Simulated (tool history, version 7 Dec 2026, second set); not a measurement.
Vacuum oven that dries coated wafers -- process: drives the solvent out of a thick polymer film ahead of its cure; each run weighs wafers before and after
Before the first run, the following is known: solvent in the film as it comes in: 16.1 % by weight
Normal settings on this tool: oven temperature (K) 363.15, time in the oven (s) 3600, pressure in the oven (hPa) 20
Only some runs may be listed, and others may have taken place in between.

run,hour,oven temperature (K),time in the oven (s),pressure in the oven (hPa),solvent left in the film (%)
1,0,363.15,3600,20,1.79
2,31.1,363.15,3600,20,1.77
3,66.6,363.15,3600,20,1.79
4,99.9,363.15,2100,20,3.71
5,135.1,363.15,2100,20,3.67
6,162.9,363.15,3120,20,2.19
7,192.4,359.15,3000,51.8,4.58
8,207.8,365.15,1920,18.9,3.37

The next listed run, before its measurement:
9,239.9,361.15,4500,20,?

Logged for run 9: solvent left in the film (%) 1.66.
With no hidden state in the tool, this same run would have given solvent left in the film (%) 1.77.

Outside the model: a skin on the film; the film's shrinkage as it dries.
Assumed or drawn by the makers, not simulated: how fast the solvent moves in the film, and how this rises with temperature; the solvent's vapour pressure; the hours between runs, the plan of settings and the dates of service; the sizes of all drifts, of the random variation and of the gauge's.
